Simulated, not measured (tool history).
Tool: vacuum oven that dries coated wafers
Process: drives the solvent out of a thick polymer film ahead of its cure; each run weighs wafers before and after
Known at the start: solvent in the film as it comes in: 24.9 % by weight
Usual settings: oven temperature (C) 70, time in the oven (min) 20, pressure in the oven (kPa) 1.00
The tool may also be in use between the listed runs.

run   hour  oven temperature (C)  time in the oven (min)  pressure in the oven (kPa)  solvent left in the film (%)
  1    0.0                    70                      20                        1.00                          2.67
  2   15.2                    70                      20                        1.00                          2.72
  3   29.8                    70                      20                        0.82                          2.61
  4   43.7                    70                      20                        0.82                          2.55
  5   67.1                    70                      21                        1.00                          2.51
  6   88.3                    75                      15                        0.57                          2.53
      93.0  -- oven's thermocouples calibrated
  7  107.7                    85                      18                        0.77                          0.79
  8  137.3                    85                      18                        0.77                          0.84
  9  155.8                    85                      18                        0.77                          0.78
     160.0  -- oven's thermocouples calibrated, once more
 10  175.0                    76                      27                        1.02                          1.03

Forecast each of these 3 alternatives for the next run:
  A  203.4                    80                      27                        1.02                             ?
  B  203.4                    82                      15                        0.91                             ?
  C  203.4                    70                      15                        1.00                             ?

run  solvent left in the film (%)
  A                          0.83
  B                          1.58
  C                          4.33
Without the tool's hidden state the same runs would have given:
run  solvent left in the film (%)
  A                          0.67
  B                          1.45
  C                          4.15
